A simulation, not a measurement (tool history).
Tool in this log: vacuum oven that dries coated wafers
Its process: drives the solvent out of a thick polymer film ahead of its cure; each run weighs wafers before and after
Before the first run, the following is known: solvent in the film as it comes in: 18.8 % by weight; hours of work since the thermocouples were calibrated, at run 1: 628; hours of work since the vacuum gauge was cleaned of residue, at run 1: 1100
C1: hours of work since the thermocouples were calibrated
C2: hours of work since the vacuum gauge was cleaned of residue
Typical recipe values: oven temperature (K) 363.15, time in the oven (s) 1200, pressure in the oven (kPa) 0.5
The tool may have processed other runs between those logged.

run 1 day=0 | oven_temperature_(K)=363.15 time_in_the_oven_(s)=1200 pressure_in_the_oven_(kPa)=0.5 | C1=628 C2=1100 | solvent_left_in_the_film_(%)=1.3
run 2 day=1.579 | oven_temperature_(K)=363.15 time_in_the_oven_(s)=1200 pressure_in_the_oven_(kPa)=0.5 | C1=654 C2=1126 | solvent_left_in_the_film_(%)=1.3
run 3 day=4.192 | oven_temperature_(K)=363.15 time_in_the_oven_(s)=1200 pressure_in_the_oven_(kPa)=0.5 | C1=698 C2=1170 | solvent_left_in_the_film_(%)=1.31
run 4 day=5.954 | oven_temperature_(K)=363.15 time_in_the_oven_(s)=1200 pressure_in_the_oven_(kPa)=0.5 | C1=727 C2=1199 | solvent_left_in_the_film_(%)=1.32
run 5 day=8.488 | oven_temperature_(K)=363.15 time_in_the_oven_(s)=1200 pressure_in_the_oven_(kPa)=0.5 | C1=769 C2=1242 | solvent_left_in_the_film_(%)=1.32
run 6 day=10.308 | oven_temperature_(K)=363.15 time_in_the_oven_(s)=1200 pressure_in_the_oven_(kPa)=0.5 | C1=800 C2=1272 | solvent_left_in_the_film_(%)=1.35
run 7 day=12.479 | oven_temperature_(K)=359.15 time_in_the_oven_(s)=1200 pressure_in_the_oven_(kPa)=0.5 | C1=836 C2=1308 | solvent_left_in_the_film_(%)=2.36
run 8 day=14.583 | oven_temperature_(K)=359.15 time_in_the_oven_(s)=1200 pressure_in_the_oven_(kPa)=0.5 | C1=871 C2=1343 | solvent_left_in_the_film_(%)=2.39
run 9 day=16.458 | oven_temperature_(K)=359.15 time_in_the_oven_(s)=1200 pressure_in_the_oven_(kPa)=0.5 | C1=902 C2=1375 | solvent_left_in_the_film_(%)=2.37
run 10 day=17.646 | oven_temperature_(K)=359.15 time_in_the_oven_(s)=1200 pressure_in_the_oven_(kPa)=0.5 | C1=922 C2=1394 | solvent_left_in_the_film_(%)=2.38
run 11 day=19.425 | oven_temperature_(K)=363.15 time_in_the_oven_(s)=1200 pressure_in_the_oven_(kPa)=0.5 | C1=952 C2=1424 | solvent_left_in_the_film_(%)=1.33
run 12 day=20.617 | oven_temperature_(K)=363.15 time_in_the_oven_(s)=1200 pressure_in_the_oven_(kPa)=0.5 | C1=972 C2=1444 | solvent_left_in_the_film_(%)=1.33
run 13 day=22.038 | oven_temperature_(K)=363.15 time_in_the_oven_(s)=1200 pressure_in_the_oven_(kPa)=0.5 | C1=995 C2=1468 | solvent_left_in_the_film_(%)=1.34
run 14 day=24.229 | oven_temperature_(K)=363.15 time_in_the_oven_(s)=1200 pressure_in_the_oven_(kPa)=1.33 | C1=1032 C2=1504 | solvent_left_in_the_film_(%)=1.79
run 15 day=26.475 | oven_temperature_(K)=354.15 time_in_the_oven_(s)=1020 pressure_in_the_oven_(kPa)=0.338 | C1=1069 C2=1542 | solvent_left_in_the_film_(%)=4.97
run 16 day=27.9 | oven_temperature_(K)=361.15 time_in_the_oven_(s)=900 pressure_in_the_oven_(kPa)=0.895 | C1=1093 C2=1566 | solvent_left_in_the_film_(%)=3.12
run 17 day=30.171 | oven_temperature_(K)=367.15 time_in_the_oven_(s)=1200 pressure_in_the_oven_(kPa)=1.94 | C1=1131 C2=1603 | solvent_left_in_the_film_(%)=1.38
run 18 day=32.279 | oven_temperature_(K)=367.15 time_in_the_oven_(s)=960 pressure_in_the_oven_(kPa)=0.334 | C1=1166 C2=1639 | solvent_left_in_the_film_(%)=1.02
-- day=32.738 oven's thermocouples calibrated
run 19 day=34.983 | oven_temperature_(K)=367.15 time_in_the_oven_(s)=1140 pressure_in_the_oven_(kPa)=1.699 | C1=37 C2=1682 | solvent_left_in_the_film_(%)=1.35
run 20 day=36.321 | oven_temperature_(K)=367.15 time_in_the_oven_(s)=1140 pressure_in_the_oven_(kPa)=1.699 | C1=60 C2=1705 | solvent_left_in_the_film_(%)=1.31
run 21 day=38.683 | oven_temperature_(K)=367.15 time_in_the_oven_(s)=1140 pressure_in_the_oven_(kPa)=1.699 | C1=99 C2=1744 | solvent_left_in_the_film_(%)=1.36
run 22 day=40.729 | oven_temperature_(K)=367.15 time_in_the_oven_(s)=1140 pressure_in_the_oven_(kPa)=1.385 | C1=133 C2=1778 | solvent_left_in_the_film_(%)=1.2
run 23 day=42.729 | oven_temperature_(K)=367.15 time_in_the_oven_(s)=1140 pressure_in_the_oven_(kPa)=1.385 | C1=167 C2=1812 | solvent_left_in_the_film_(%)=1.2
run 24 day=44.546 | oven_temperature_(K)=364.15 time_in_the_oven_(s)=1200 pressure_in_the_oven_(kPa)=1.479 | C1=197 C2=1842 | solvent_left_in_the_film_(%)=1.66
run 25 day=46.833 | oven_temperature_(K)=356.15 time_in_the_oven_(s)=660 pressure_in_the_oven_(kPa)=0.662 | C1=235 C2=1880 | solvent_left_in_the_film_(%)=6.7
run 26 day=49.279 | oven_temperature_(K)=358.15 time_in_the_oven_(s)=600 pressure_in_the_oven_(kPa)=0.615 | C1=276 C2=1921 | solvent_left_in_the_film_(%)=6.36

Describe how what the log doesn't record of the tool's condition differs between the last listed run preceding each entry between runs and the first listed run following it.
In the gap between runs 18 and 19: oven's thermocouples calibrated (day 32.738)
  true wafer temperature over the reading, C: 0.01 -> 0
